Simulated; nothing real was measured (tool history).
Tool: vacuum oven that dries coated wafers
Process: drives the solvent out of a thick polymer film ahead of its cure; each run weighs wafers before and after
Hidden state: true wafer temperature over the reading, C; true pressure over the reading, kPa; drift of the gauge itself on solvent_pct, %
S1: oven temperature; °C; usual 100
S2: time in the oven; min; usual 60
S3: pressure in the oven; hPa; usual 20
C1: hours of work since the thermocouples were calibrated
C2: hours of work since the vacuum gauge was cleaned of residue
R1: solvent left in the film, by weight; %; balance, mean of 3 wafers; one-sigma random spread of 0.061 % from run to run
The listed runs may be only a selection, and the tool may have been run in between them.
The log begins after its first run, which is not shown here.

run,hour,S1,S2,S3,C1,C2,R1
2,12.7,100,60,20,26,379,3.55
3,26.1,99,60,20,33,386,3.72
4,51.3,100,32,20,46,399,6.31
5,64.6,100,32,20,52,405,6.22
6,82.1,100,32,20,61,414,6.21
7,103.7,100,60,54.2,72,425,5.9
8,116.8,100,60,20,78,431,3.53
9,138,100,60,20,89,442,3.49
10,160.6,100,83,20,100,453,2.5
11,177.7,100,83,20,109,462,2.42
12,190.8,100,83,20,116,469,2.41
13,211.9,100,103,20,126,479,2.15
14,239.2,100,103,20,140,493,1.98
15,263.2,100,60,20,152,505,3.54
16,277.6,100,60,20,159,512,3.45
17,306,100,60,20,173,526,3.42
18,330.9,100,60,20,186,539,3.33
19,344.9,100,60,24.2,193,546,3.75
20,359.2,100,60,24.2,200,553,3.79
21,383.5,100,60,20,212,565,3.48
22,408.5,100,60,20,225,578,3.38
23,427.9,100,60,20,235,588,3.33

For run 24, what comes out?
24,454.2,100,60,20,248,601,?

R1: 3.32 %
On a tool with no hidden condition, and with the same random variation, this run would have come out at R1 3.4 %.

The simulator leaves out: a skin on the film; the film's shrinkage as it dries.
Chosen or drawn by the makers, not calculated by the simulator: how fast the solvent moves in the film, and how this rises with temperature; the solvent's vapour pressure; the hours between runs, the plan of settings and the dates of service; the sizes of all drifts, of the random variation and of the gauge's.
